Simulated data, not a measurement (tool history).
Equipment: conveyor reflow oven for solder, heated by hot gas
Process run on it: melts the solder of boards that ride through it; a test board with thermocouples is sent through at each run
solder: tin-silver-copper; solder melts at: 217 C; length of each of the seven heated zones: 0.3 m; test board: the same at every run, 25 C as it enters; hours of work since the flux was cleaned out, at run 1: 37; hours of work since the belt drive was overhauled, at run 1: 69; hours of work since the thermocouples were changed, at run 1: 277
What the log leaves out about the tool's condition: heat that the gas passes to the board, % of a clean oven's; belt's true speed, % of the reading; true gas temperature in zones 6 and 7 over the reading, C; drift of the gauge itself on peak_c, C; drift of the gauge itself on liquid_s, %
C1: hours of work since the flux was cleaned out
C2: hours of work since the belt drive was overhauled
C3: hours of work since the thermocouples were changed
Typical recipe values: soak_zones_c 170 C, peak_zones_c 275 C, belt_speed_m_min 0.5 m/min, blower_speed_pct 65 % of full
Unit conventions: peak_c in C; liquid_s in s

{"run": 1, "hour": 0.0, "soak_zones_c": 170, "peak_zones_c": 275, "belt_speed_m_min": 0.5, "blower_speed_pct": 65, "C1": 37, "C2": 69, "C3": 277, "peak_c": 256, "liquid_s": 54.8}
{"run": 2, "hour": 10.5, "soak_zones_c": 170, "peak_zones_c": 275, "belt_speed_m_min": 0.5, "blower_speed_pct": 65, "C1": 42, "C2": 74, "C3": 282, "peak_c": 256.4, "liquid_s": 55}
{"run": 3, "hour": 26.1, "soak_zones_c": 179, "peak_zones_c": 275, "belt_speed_m_min": 0.5, "blower_speed_pct": 65, "C1": 50, "C2": 82, "C3": 290, "peak_c": 257.9, "liquid_s": 58.5}
{"run": 4, "hour": 45.8, "soak_zones_c": 179, "peak_zones_c": 275, "belt_speed_m_min": 0.5, "blower_speed_pct": 65, "C1": 60, "C2": 92, "C3": 300, "peak_c": 257.7, "liquid_s": 58.5}
{"run": 5, "hour": 60.1, "soak_zones_c": 170, "peak_zones_c": 275, "belt_speed_m_min": 0.5, "blower_speed_pct": 65, "C1": 67, "C2": 100, "C3": 307, "peak_c": 255.6, "liquid_s": 54.4}
{"run": 6, "hour": 70.0, "soak_zones_c": 170, "peak_zones_c": 275, "belt_speed_m_min": 0.5, "blower_speed_pct": 52, "C1": 72, "C2": 105, "C3": 312, "peak_c": 253, "liquid_s": 52.4}
{"run": 7, "hour": 84.6, "soak_zones_c": 170, "peak_zones_c": 275, "belt_speed_m_min": 0.5, "blower_speed_pct": 52, "C1": 79, "C2": 112, "C3": 320, "peak_c": 252.6, "liquid_s": 52.2}
{"run": 8, "hour": 98.9, "soak_zones_c": 170, "peak_zones_c": 275, "belt_speed_m_min": 0.5, "blower_speed_pct": 52, "C1": 87, "C2": 119, "C3": 327, "peak_c": 253.5, "liquid_s": 52.2}
{"run": 9, "hour": 111.4, "soak_zones_c": 170, "peak_zones_c": 275, "belt_speed_m_min": 0.5, "blower_speed_pct": 61, "C1": 93, "C2": 125, "C3": 333, "peak_c": 255.1, "liquid_s": 53.8}
{"run": 10, "hour": 121.7, "soak_zones_c": 170, "peak_zones_c": 275, "belt_speed_m_min": 0.5, "blower_speed_pct": 61, "C1": 98, "C2": 131, "C3": 338, "peak_c": 255, "liquid_s": 53.9}
{"run": 11, "hour": 133.8, "soak_zones_c": 170, "peak_zones_c": 275, "belt_speed_m_min": 0.5, "blower_speed_pct": 65, "C1": 104, "C2": 137, "C3": 344, "peak_c": 255.9, "liquid_s": 53.9}
{"run": 12, "hour": 147.2, "soak_zones_c": 170, "peak_zones_c": 275, "belt_speed_m_min": 0.5, "blower_speed_pct": 65, "C1": 111, "C2": 144, "C3": 351, "peak_c": 255.4, "liquid_s": 54.7}
{"run": 13, "hour": 156.2, "soak_zones_c": 158, "peak_zones_c": 275, "belt_speed_m_min": 0.5, "blower_speed_pct": 65, "C1": 116, "C2": 148, "C3": 356, "peak_c": 252.9, "liquid_s": 49.3}
{"run": 14, "hour": 171.6, "soak_zones_c": 181, "peak_zones_c": 275, "belt_speed_m_min": 0.404, "blower_speed_pct": 65, "C1": 123, "C2": 156, "C3": 364, "peak_c": 262.7, "liquid_s": 78.9}
{"run": 15, "hour": 190.1, "soak_zones_c": 181, "peak_zones_c": 275, "belt_speed_m_min": 0.404, "blower_speed_pct": 65, "C1": 133, "C2": 165, "C3": 373, "peak_c": 262.8, "liquid_s": 78.8}
{"run": 16, "hour": 210.3, "soak_zones_c": 170, "peak_zones_c": 275, "belt_speed_m_min": 0.588, "blower_speed_pct": 65, "C1": 143, "C2": 175, "C3": 383, "peak_c": 248.7, "liquid_s": 41.4}
{"run": 17, "hour": 219.6, "soak_zones_c": 170, "peak_zones_c": 275, "belt_speed_m_min": 0.48, "blower_speed_pct": 82, "C1": 148, "C2": 180, "C3": 388, "peak_c": 259.7, "liquid_s": 59.4}
{"run": 18, "hour": 227.9, "soak_zones_c": 170, "peak_zones_c": 275, "belt_speed_m_min": 0.501, "blower_speed_pct": 82, "C1": 152, "C2": 184, "C3": 392, "peak_c": 258.1, "liquid_s": 56.1}
{"run": 19, "hour": 237.5, "soak_zones_c": 170, "peak_zones_c": 275, "belt_speed_m_min": 0.402, "blower_speed_pct": 82, "C1": 157, "C2": 189, "C3": 397, "peak_c": 264.9, "liquid_s": 75.3}
{"run": 20, "hour": 248.8, "soak_zones_c": 170, "peak_zones_c": 275, "belt_speed_m_min": 0.402, "blower_speed_pct": 82, "C1": 162, "C2": 195, "C3": 403, "peak_c": 264.3, "liquid_s": 75.7}
{"run": 21, "hour": 260.8, "soak_zones_c": 157, "peak_zones_c": 275, "belt_speed_m_min": 0.54, "blower_speed_pct": 82, "C1": 168, "C2": 201, "C3": 409, "peak_c": 253.2, "liquid_s": 44.9}
{"run": 22, "hour": 270.1, "soak_zones_c": 156, "peak_zones_c": 289, "belt_speed_m_min": 0.444, "blower_speed_pct": 57, "C1": 173, "C2": 206, "C3": 413, "peak_c": 267.6, "liquid_s": 65.3}
{"run": 23, "hour": 287.2, "soak_zones_c": 168, "peak_zones_c": 275, "belt_speed_m_min": 0.46, "blower_speed_pct": 62, "C1": 182, "C2": 214, "C3": 422, "peak_c": 256.5, "liquid_s": 59.6}
{"run": 24, "hour": 307.2, "soak_zones_c": 168, "peak_zones_c": 275, "belt_speed_m_min": 0.46, "blower_speed_pct": 62, "C1": 192, "C2": 224, "C3": 432, "peak_c": 256.9, "liquid_s": 59.9}
{"run": 25, "hour": 315.8, "soak_zones_c": 156, "peak_zones_c": 275, "belt_speed_m_min": 0.53, "blower_speed_pct": 61, "C1": 196, "C2": 229, "C3": 436, "peak_c": 248.7, "liquid_s": 42.1}
{"run": 26, "hour": 335.0, "soak_zones_c": 170, "peak_zones_c": 271, "belt_speed_m_min": 0.493, "blower_speed_pct": 65, "C1": 206, "C2": 239, "C3": 446, "peak_c": 251.5, "liquid_s": 52.8}

Measured minus without-hidden-state, run by run (identical run-to-run variation in each term; gauge scatter may differ):
run=1 peak_c=-0.9 liquid_s=-0.6
run=2 peak_c=-1 liquid_s=-0.6
run=3 peak_c=-0.9 liquid_s=-0.6
run=4 peak_c=-1.1 liquid_s=-0.6
run=5 peak_c=-1.2 liquid_s=-0.8
run=6 peak_c=-1.2 liquid_s=-0.8
run=7 peak_c=-1.3 liquid_s=-1
run=8 peak_c=-1.3 liquid_s=-1
run=9 peak_c=-1.5 liquid_s=-1
run=10 peak_c=-1.5 liquid_s=-1.1
run=11 peak_c=-1.6 liquid_s=-1.1
run=12 peak_c=-1.7 liquid_s=-1.2
run=13 peak_c=-1.8 liquid_s=-1.4
run=14 peak_c=-1.5 liquid_s=-0.7
run=15 peak_c=-1.5 liquid_s=-0.8
run=16 peak_c=-2.2 liquid_s=-1.6
run=17 peak_c=-2.1 liquid_s=-1.2
run=18 peak_c=-2.2 liquid_s=-1.3
run=19 peak_c=-1.9 liquid_s=-1
run=20 peak_c=-2 liquid_s=-1.1
run=21 peak_c=-2.7 liquid_s=-1.9
run=22 peak_c=-2.4 liquid_s=-1.3
run=23 peak_c=-2.3 liquid_s=-1.5
run=24 peak_c=-2.3 liquid_s=-1.7
run=25 peak_c=-2.9 liquid_s=-2.3
run=26 peak_c=-2.6 liquid_s=-2
